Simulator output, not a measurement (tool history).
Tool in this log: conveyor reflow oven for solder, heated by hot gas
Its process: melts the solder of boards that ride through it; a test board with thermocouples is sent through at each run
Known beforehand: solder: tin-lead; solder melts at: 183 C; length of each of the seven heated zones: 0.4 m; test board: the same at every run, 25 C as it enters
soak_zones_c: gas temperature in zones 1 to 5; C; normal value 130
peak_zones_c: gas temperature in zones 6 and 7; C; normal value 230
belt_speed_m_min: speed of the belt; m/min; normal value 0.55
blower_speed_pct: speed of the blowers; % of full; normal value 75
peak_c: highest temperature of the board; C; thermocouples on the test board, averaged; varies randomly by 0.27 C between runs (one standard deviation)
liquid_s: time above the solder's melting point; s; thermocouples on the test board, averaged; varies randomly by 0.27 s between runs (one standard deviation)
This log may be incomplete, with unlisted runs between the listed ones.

run	hour	soak_zones_c	peak_zones_c	belt_speed_m_min	blower_speed_pct	peak_c	liquid_s
1	0	130	230	0.55	75	210.2	55.1
2	15.4	130	230	0.55	75	210.2	55.1
3	27.2	130	230	0.55	75	210.4	54.2
4	48.6	130	230	0.55	75	209.8	54.5
# hour 58.7: flux residue cleaned out of gas plates and filters
5	64.3	130	230	0.55	75	212.4	58.3
6	79.4	130	230	0.55	75	212.6	58.5
7	95.1	130	230	0.55	68	209.8	55.2
8	117	122	230	0.55	68	208.5	50.1
9	130	122	230	0.55	68	209	50.7
10	150	130	230	0.55	75	212.2	58
11	166	130	230	0.55	75	212.3	57.8
12	175.9	130	230	0.55	52	203.2	44.3
13	192.2	130	230	0.55	52	203.3	44.4
14	211.8	120	230	0.55	52	200.6	37.8
15	230.9	142	230	0.55	52	206	52.9
16	251.5	142	230	0.55	52	205.8	52.9
17	264.2	120	233	0.504	75	214.9	64.2
18	274.8	120	233	0.504	75	215.4	63.9
19	294.3	130	242	0.574	79	221.9	63.5
20	312	136	240	0.458	76	227.2	88.1
21	332.1	136	234	0.458	76	221.6	83.5
22	354.9	136	234	0.458	54	214.9	74.9
23	367.7	130	229	0.595	84	210.5	51.5
24	377.7	115	228	0.595	84	207.3	43.7
25	401.5	120	230	0.562	75	209.3	49.7
26	420	120	230	0.606	72	204.5	40.6
27	436.5	120	230	0.606	72	204.2	40.1
28	458.7	115	239	0.606	72	210.6	45.2
29	481.6	115	239	0.606	72	210.5	45.2
30	499.7	129	245	0.568	75	222.6	64
31	514.6	121	234	0.577	54	202	37.6

4 options for the next run, each taken on its own from the tool as it stands now. Forecast them:
A	534.8	123	230	0.454	75	?	?
B	534.8	121	234	0.519	54	?	?
C	534.8	137	230	0.55	75	?	?
D	534.8	121	239	0.568	54	?	?

run	peak_c	liquid_s
A	216.1	73.6
B	206.3	49.5
C	211.8	60.6
D	206.4	44.6
With no hidden state in the tool, these same runs would have given:
run	peak_c	liquid_s
A	218.4	75.8
B	208.5	52.1
C	214.2	62.8
D	208.7	47.2
